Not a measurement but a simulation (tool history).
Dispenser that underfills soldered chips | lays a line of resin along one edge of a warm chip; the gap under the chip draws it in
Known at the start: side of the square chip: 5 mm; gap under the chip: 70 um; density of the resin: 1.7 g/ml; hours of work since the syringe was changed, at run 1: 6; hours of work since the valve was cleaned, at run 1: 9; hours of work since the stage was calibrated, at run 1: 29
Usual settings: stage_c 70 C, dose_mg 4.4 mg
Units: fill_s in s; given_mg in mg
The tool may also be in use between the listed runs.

| run | day | stage_c | dose_mg | hours of work since the syringe was changed | hours of work since the valve was cleaned | hours of work since the stage was calibrated | fill_s | given_mg |
|---|---|---|---|---|---|---|---|---|
| 1 | 0 | 70 | 4.4 | 6 | 9 | 29 | 44 | 4.36 |
|  | 0.179 | new syringe of resin |
| 2 | 0.388 | 70 | 4.4 | 3 | 16 | 35 | 38.9 | 4.38 |
|  | 0.692 | new syringe of resin |
| 3 | 0.833 | 70 | 4.4 | 2 | 22 | 42 | 35.5 | 4.34 |
|  | 1.229 | new syringe of resin |
| 4 | 1.229 | 70 | 4.4 | 0 | 29 | 48 | 30.9 | 4.32 |
| 5 | 1.542 | 71 | 4.4 | 5 | 34 | 53 | 41.4 | 4.29 |
|  | 1.771 | new syringe of resin |
| 6 | 2.246 | 70 | 4.4 | 8 | 45 | 64 | 50.7 | 4.29 |
|  | 2.325 | new syringe of resin |
| 7 | 2.779 | 70 | 4.4 | 7 | 53 | 73 | 50.1 | 4.31 |
|  | 2.838 | new syringe of resin |
| 8 | 3.25 | 67 | 4.4 | 7 | 60 | 80 | 52.5 | 4.2 |
|  | 3.35 | new syringe of resin |
|  | 3.867 | new syringe of resin |
| 9 | 3.867 | 67 | 4.4 | 0 | 70 | 90 | 34.7 | 4.23 |
|  | 4.312 | dispensing valve cleaned and set on the balance |
| 10 | 4.321 | 70 | 4.4 | 7 | 0 | 96 | 46.5 | 4.45 |
|  | 4.458 | new syringe of resin |
| 11 | 4.625 | 70 | 4.4 | 3 | 5 | 101 | 36.3 | 4.38 |
|  | 4.988 | new syringe of resin |
| 12 | 5.246 | 70 | 4.4 | 4 | 15 | 111 | 41.2 | 4.29 |
|  | 5.512 | new syringe of resin |
| 13 | 5.862 | 70 | 4.4 | 6 | 24 | 120 | 44.3 | 4.36 |
|  | 6.021 | new syringe of resin |
| 14 | 6.171 | 67 | 4.4 | 2 | 29 | 125 | 41 | 4.31 |
|  | 6.538 | new syringe of resin |
| 15 | 6.758 | 74 | 5.17 | 4 | 38 | 134 | 32.7 | 4.99 |
|  | 7.046 | new syringe of resin |
| 16 | 7.271 | 61 | 4.69 | 4 | 46 | 142 | 54.5 | 4.49 |
|  | 7.575 | new syringe of resin |
| 17 | 7.771 | 76 | 4.77 | 3 | 54 | 150 | 30.2 | 4.57 |
|  | 8.092 | new syringe of resin |
| 18 | 8.429 | 60 | 4.77 | 5 | 65 | 161 | 63.9 | 4.55 |
|  | 8.608 | new syringe of resin |
| 19 | 8.775 | 60 | 4.77 | 3 | 70 | 166 | 53.8 | 4.52 |
|  | 9.125 | new syringe of resin |
| 20 | 9.125 | 70 | 5.65 | 0 | 75 | 171 | 30.1 | 5.36 |
|  | 9.225 | dispensing valve cleaned and set on the balance |
| 21 | 9.533 | 70 | 5.65 | 6 | 5 | 177 | 42.3 | 5.64 |
|  | 9.7 | new syringe of resin |
| 22 | 9.962 | 73 | 5.07 | 4 | 12 | 184 | 35.1 | 5.04 |
|  | 10.233 | new syringe of resin |
| 23 | 10.446 | 67 | 4.4 | 3 | 19 | 192 | 43.7 | 4.33 |
|  | 10.738 | new syringe of resin |
| 24 | 10.962 | 67 | 4.4 | 4 | 27 | 200 | 42.9 | 4.3 |
|  | 11.275 | new syringe of resin |
| 25 | 11.625 | 67 | 4.4 | 6 | 38 | 210 | 49.9 | 4.35 |
|  | 11.783 | new syringe of resin |
| 26 | 11.929 | 80 | 3.94 | 2 | 42 | 215 | 25.5 | 3.75 |

How the hidden state differs across the entries between the runs, from the last listed run before each to the first after it:
Between runs 1 and 2: new syringe of resin (day 0.179)
  resin's viscosity, % of fresh resin's: 141 -> 124.1; dose that the valve gives, % of what is set: 99.36 -> 98.95; true chip temperature over the reading, C: -0.04 -> -0.02
  measured less the result without the state, fill_s: +12.8 -> +7.7 s; given_mg: -0.03 -> -0.05 mg
Between runs 2 and 3: new syringe of resin (day 0.692)
  resin's viscosity, % of fresh resin's: 124.1 -> 114.3; dose that the valve gives, % of what is set: 98.95 -> 98.41; true chip temperature over the reading, C: -0.02 -> -0.01
  measured less the result without the state, fill_s: +7.7 -> +4.5 s; given_mg: -0.05 -> -0.07 mg
Between runs 3 and 4: new syringe of resin (day 1.229)
  resin's viscosity, % of fresh resin's: 114.3 -> 100.4; dose that the valve gives, % of what is set: 98.41 -> 97.97; true chip temperature over the reading, C: -0.01 -> 0.01
  measured less the result without the state, fill_s: +4.5 -> +0.2 s; given_mg: -0.07 -> -0.09 mg
Between runs 5 and 6: new syringe of resin (day 1.771)
  resin's viscosity, % of fresh resin's: 136.9 -> 160.5; dose that the valve gives, % of what is set: 97.6 -> 96.79; true chip temperature over the reading, C: 0.02 -> 0.05
  measured less the result without the state, fill_s: +11.3 -> +19.2 s; given_mg: -0.1 -> -0.14 mg
Between runs 6 and 7: new syringe of resin (day 2.325)
  resin's viscosity, % of fresh resin's: 160.5 -> 159; dose that the valve gives, % of what is set: 96.79 -> 96.2; true chip temperature over the reading, C: 0.05 -> 0.07
  measured less the result without the state, fill_s: +19.2 -> +18.5 s; given_mg: -0.14 -> -0.16 mg
Between runs 7 and 8: new syringe of resin (day 2.838)
  resin's viscosity, % of fresh resin's: 159 -> 148.8; dose that the valve gives, % of what is set: 96.2 -> 95.69; true chip temperature over the reading, C: 0.07 -> 0.09
  measured less the result without the state, fill_s: +18.5 -> +17.5 s; given_mg: -0.16 -> -0.19 mg
Between runs 8 and 9: new syringe of resin (day 3.35); new syringe of resin (day 3.867)
  resin's viscosity, % of fresh resin's: 148.8 -> 100; dose that the valve gives, % of what is set: 95.69 -> 95.06; true chip temperature over the reading, C: 0.09 -> 0.11
  measured less the result without the state, fill_s: +17.5 -> +0.2 s; given_mg: -0.19 -> -0.22 mg
Between runs 9 and 10: dispensing valve cleaned and set on the balance (day 4.312)
  resin's viscosity, % of fresh resin's: 100 -> 150.7; dose that the valve gives, % of what is set: 95.06 -> 99.82; true chip temperature over the reading, C: 0.11 -> 0.13
  measured less the result without the state, fill_s: +0.2 -> +15.5 s; given_mg: -0.22 -> -0.01 mg
Between runs 10 and 11: new syringe of resin (day 4.458)
  resin's viscosity, % of fresh resin's: 150.7 -> 116.9; dose that the valve gives, % of what is set: 99.82 -> 99.47; true chip temperature over the reading, C: 0.13 -> 0.14
  measured less the result without the state, fill_s: +15.5 -> +5.1 s; given_mg: -0.01 -> -0.02 mg
Between runs 11 and 12: new syringe of resin (day 4.988)
  resin's viscosity, % of fresh resin's: 116.9 -> 131.1; dose that the valve gives, % of what is set: 99.47 -> 98.76; true chip temperature over the reading, C: 0.14 -> 0.17
  measured less the result without the state, fill_s: +5.1 -> +9.6 s; given_mg: -0.02 -> -0.06 mg
Between runs 12 and 13: new syringe of resin (day 5.512)
  resin's viscosity, % of fresh resin's: 131.1 -> 142.8; dose that the valve gives, % of what is set: 98.76 -> 98.02; true chip temperature over the reading, C: 0.17 -> 0.19
  measured less the result without the state, fill_s: +9.6 -> +13.2 s; given_mg: -0.06 -> -0.09 mg
Between runs 13 and 14: new syringe of resin (day 6.021)
  resin's viscosity, % of fresh resin's: 142.8 -> 115; dose that the valve gives, % of what is set: 98.02 -> 97.65; true chip temperature over the reading, C: 0.19 -> 0.2
  measured less the result without the state, fill_s: +13.2 -> +5.2 s; given_mg: -0.09 -> -0.1 mg
Between runs 14 and 15: new syringe of resin (day 6.538)
  resin's viscosity, % of fresh resin's: 115 -> 125.3; dose that the valve gives, % of what is set: 97.65 -> 96.93; true chip temperature over the reading, C: 0.2 -> 0.23
  measured less the result without the state, fill_s: +5.2 -> +6.5 s; given_mg: -0.1 -> -0.16 mg
Between runs 15 and 16: new syringe of resin (day 7.046)
  resin's viscosity, % of fresh resin's: 125.3 -> 123.4; dose that the valve gives, % of what is set: 96.93 -> 96.39; true chip temperature over the reading, C: 0.23 -> 0.25
  measured less the result without the state, fill_s: +6.5 -> +10.1 s; given_mg: -0.16 -> -0.17 mg
Between runs 16 and 17: new syringe of resin (day 7.575)
  resin's viscosity, % of fresh resin's: 123.4 -> 121.8; dose that the valve gives, % of what is set: 96.39 -> 95.8; true chip temperature over the reading, C: 0.25 -> 0.26
  measured less the result without the state, fill_s: +10.1 -> +5.3 s; given_mg: -0.17 -> -0.2 mg
Between runs 17 and 18: new syringe of resin (day 8.092)
  resin's viscosity, % of fresh resin's: 121.8 -> 141.2; dose that the valve gives, % of what is set: 95.8 -> 94.98; true chip temperature over the reading, C: 0.26 -> 0.29
  measured less the result without the state, fill_s: +5.3 -> +18.4 s; given_mg: -0.2 -> -0.24 mg
Between runs 18 and 19: new syringe of resin (day 8.608)
  resin's viscosity, % of fresh resin's: 141.2 -> 117.3; dose that the valve gives, % of what is set: 94.98 -> 94.58; true chip temperature over the reading, C: 0.29 -> 0.3
  measured less the result without the state, fill_s: +18.4 -> +7.7 s; given_mg: -0.24 -> -0.26 mg
Between runs 19 and 20: new syringe of resin (day 9.125)
  resin's viscosity, % of fresh resin's: 117.3 -> 98.8; dose that the valve gives, % of what is set: 94.58 -> 94.21; true chip temperature over the reading, C: 0.3 -> 0.32
  measured less the result without the state, fill_s: +7.7 -> -0.6 s; given_mg: -0.26 -> -0.33 mg
Between runs 20 and 21: dispensing valve cleaned and set on the balance (day 9.225)
  resin's viscosity, % of fresh resin's: 98.8 -> 142.4; dose that the valve gives, % of what is set: 94.21 -> 99.76; true chip temperature over the reading, C: 0.32 -> 0.33
  measured less the result without the state, fill_s: -0.6 -> +12.3 s; given_mg: -0.33 -> -0.01 mg
Between runs 21 and 22: new syringe of resin (day 9.7)
  resin's viscosity, % of fresh resin's: 142.4 -> 130.4; dose that the valve gives, % of what is set: 99.76 -> 99.26; true chip temperature over the reading, C: 0.33 -> 0.35
  measured less the result without the state, fill_s: +12.3 -> +7.9 s; given_mg: -0.01 -> -0.04 mg
Between runs 22 and 23: new syringe of resin (day 10.233)
  resin's viscosity, % of fresh resin's: 130.4 -> 123.7; dose that the valve gives, % of what is set: 99.26 -> 98.67; true chip temperature over the reading, C: 0.35 -> 0.37
  measured less the result without the state, fill_s: +7.9 -> +7.9 s; given_mg: -0.04 -> -0.05 mg
Between runs 23 and 24: new syringe of resin (day 10.738)
  resin's viscosity, % of fresh resin's: 123.7 -> 124.3; dose that the valve gives, % of what is set: 98.67 -> 98.07; true chip temperature over the reading, C: 0.37 -> 0.39
  measured less the result without the state, fill_s: +7.9 -> +8.1 s; given_mg: -0.05 -> -0.09 mg
Between runs 24 and 25: new syringe of resin (day 11.275)
  resin's viscosity, % of fresh resin's: 124.3 -> 142.2; dose that the valve gives, % of what is set: 98.07 -> 97.27; true chip temperature over the reading, C: 0.39 -> 0.41
  measured less the result without the state, fill_s: +8.1 -> +14.4 s; given_mg: -0.09 -> -0.12 mg
Between runs 25 and 26: new syringe of resin (day 11.783)
  resin's viscosity, % of fresh resin's: 142.2 -> 115.2; dose that the valve gives, % of what is set: 97.27 -> 96.98; true chip temperature over the reading, C: 0.41 -> 0.43
  measured less the result without the state, fill_s: +14.4 -> +3.2 s; given_mg: -0.12 -> -0.12 mg
